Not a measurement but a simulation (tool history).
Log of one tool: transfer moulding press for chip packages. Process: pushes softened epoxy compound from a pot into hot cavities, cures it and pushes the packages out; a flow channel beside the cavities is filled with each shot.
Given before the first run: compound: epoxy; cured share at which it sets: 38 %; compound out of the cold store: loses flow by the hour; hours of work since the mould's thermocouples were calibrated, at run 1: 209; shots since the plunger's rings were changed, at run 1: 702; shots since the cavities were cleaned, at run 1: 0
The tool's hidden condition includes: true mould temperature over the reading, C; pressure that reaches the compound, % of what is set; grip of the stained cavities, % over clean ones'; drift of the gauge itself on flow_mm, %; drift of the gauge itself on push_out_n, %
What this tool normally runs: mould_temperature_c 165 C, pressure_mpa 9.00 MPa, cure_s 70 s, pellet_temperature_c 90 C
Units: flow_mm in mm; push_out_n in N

run	day	mould_temperature_c	pressure_mpa	cure_s	pellet_temperature_c	hours of work since the mould's thermocouples were calibrated	shots since the plunger's rings were changed	shots since the cavities were cleaned	incoming compound's hours out of the cold store	flow_mm	push_out_n
1	0.000	165	9.00	70	90	209	702	0	33.7	573	349
2	2.908	165	9.00	70	90	248	1554	852	24.3	581	349
# day 3.362: cavities cleaned with cleaning compound and waxed
3	6.162	165	9.00	70	90	292	2489	819	40.1	564	348
# day 6.929: cavities cleaned with cleaning compound and waxed
# day 9.546: mould's thermocouples calibrated
4	10.033	165	9.00	70	90	7	3581	885	29.3	571	346
# day 10.458: cavities cleaned with cleaning compound and waxed
5	13.133	165	9.00	70	90	48	4470	784	34.0	572	351
# day 13.821: cavities cleaned with cleaning compound and waxed
6	16.954	165	9.00	70	90	98	5572	919	41.5	569	335
# day 17.271: cavities cleaned with cleaning compound and waxed
# day 19.188: plunger's sealing rings changed
7	20.212	165	9.00	70	90	140	301	832	31.1	575	347
# day 20.862: cavities cleaned with cleaning compound and waxed
8	23.233	165	9.00	70	90	180	1167	694	43.3	564	332
# day 24.379: cavities cleaned with cleaning compound and waxed
9	26.746	165	9.00	70	99	227	2179	694	34.3	573	349
# day 27.912: cavities cleaned with cleaning compound and waxed
10	30.775	165	8.54	70	90	280	3340	839	13.2	581	349
# day 31.450: cavities cleaned with cleaning compound and waxed
# day 35.017: mould's thermocouples calibrated
# day 35.079: cavities cleaned with cleaning compound and waxed
11	35.208	165	8.54	70	90	2	4578	38	18.7	580	337
# day 38.429: cavities cleaned with cleaning compound and waxed
12	39.454	165	8.54	70	90	58	5804	301	9.0	590	339
# day 40.862: plunger's sealing rings changed
# day 41.992: cavities cleaned with cleaning compound and waxed
13	43.583	165	8.54	70	90	112	780	466	25.6	567	347
# day 45.392: cavities cleaned with cleaning compound and waxed
14	47.492	165	8.54	70	90	164	1906	615	15.5	585	356
# day 48.925: cavities cleaned with cleaning compound and waxed
15	50.292	165	10.56	70	84	201	2708	401	14.9	643	368
# day 52.488: cavities cleaned with cleaning compound and waxed
16	54.142	158	9.19	78	84	252	3818	484	8.5	634	477
# day 56.171: cavities cleaned with cleaning compound and waxed
17	56.671	158	9.19	78	84	285	4541	147	23.7	616	448
# day 59.683: cavities cleaned with cleaning compound and waxed
18	59.862	168	7.71	78	87	327	5457	52	21.4	534	261
# day 60.317: mould's thermocouples calibrated
19	61.796	168	8.87	78	96	20	5999	594	10.5	586	271
# day 62.396: plunger's sealing rings changed
# day 63.333: cavities cleaned with cleaning compound and waxed
20	65.104	165	9.00	63	91	62	774	518	24.3	583	424
# day 66.683: cavities cleaned with cleaning compound and waxed
21	68.517	161	7.24	70	90	108	1756	537	22.5	537	484
# day 70.150: cavities cleaned with cleaning compound and waxed
22	72.304	167	7.24	70	90	158	2847	631	9.0	538	323
# day 73.533: cavities cleaned with cleaning compound and waxed
23	74.525	167	9.89	70	90	187	3480	291	35.3	598	309
# day 76.883: cavities cleaned with cleaning compound and waxed
24	78.383	172	9.00	67	90	238	4592	440	26.5	563	278
# day 80.225: cavities cleaned with cleaning compound and waxed
25	82.021	165	7.34	59	89	287	5639	526	38.8	516	494
# day 83.638: cavities cleaned with cleaning compound and waxed
# day 84.092: plunger's sealing rings changed
26	85.388	165	9.00	93	90	330	380	482	43.6	564	255

Below are 4 alternative next runs, each starting from the tool's condition after run 26. Predict each:
# day 85.838: mould's thermocouples calibrated
# day 87.350: cavities cleaned with cleaning compound and waxed
A	87.392	165	7.11	93	90	20	924	12	28.6	?	?
# day 85.838: mould's thermocouples calibrated
# day 87.350: cavities cleaned with cleaning compound and waxed
B	87.392	165	9.00	101	90	20	924	12	15.8	?	?
# day 85.838: mould's thermocouples calibrated
# day 87.350: cavities cleaned with cleaning compound and waxed
C	87.392	171	9.00	70	89	20	924	12	23.8	?	?
# day 85.838: mould's thermocouples calibrated
# day 87.350: cavities cleaned with cleaning compound and waxed
D	87.392	165	7.31	89	95	20	924	12	18.6	?	?

run	flow_mm	push_out_n
A	512	267
B	603	261
C	560	265
D	528	255
Had the tool no hidden state, the same runs would have come out as:
run	flow_mm	push_out_n
A	512	266
B	603	261
C	560	265
D	528	255

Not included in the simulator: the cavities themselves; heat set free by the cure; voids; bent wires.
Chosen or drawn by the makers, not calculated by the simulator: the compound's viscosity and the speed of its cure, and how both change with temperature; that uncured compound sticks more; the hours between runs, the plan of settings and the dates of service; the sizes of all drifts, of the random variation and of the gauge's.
